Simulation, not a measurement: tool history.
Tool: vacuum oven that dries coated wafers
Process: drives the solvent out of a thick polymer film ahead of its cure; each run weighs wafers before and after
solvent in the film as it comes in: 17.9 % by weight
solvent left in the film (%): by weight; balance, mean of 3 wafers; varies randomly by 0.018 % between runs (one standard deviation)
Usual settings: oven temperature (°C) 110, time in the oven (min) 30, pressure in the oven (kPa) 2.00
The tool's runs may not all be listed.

run,hour,oven temperature (°C),time in the oven (min),pressure in the oven (kPa),solvent left in the film (%)
1,0.0,110,30,2.00,2.01
2,87.5,110,30,2.00,1.97
3,143.9,121,30,2.00,1.11
4,233.1,121,30,2.00,1.11
5,308.3,110,30,2.00,2.00
6,396.2,110,30,2.00,2.02
7,495.6,110,30,2.00,1.97
8,596.2,110,30,2.00,1.95
# hour 603.0: vacuum gauge cleaned of residue and calibrated
9,697.9,110,30,2.00,2.05
10,761.7,111,15,2.95,4.52

Estimate the outcome of run 11 from the log above:
11,804.7,111,15,2.95,?

{"run 11": {"solvent left in the film (%)": 4.49}}
Had the tool carried no hidden state, the very same run would have given solvent left in the film (%) 4.57.
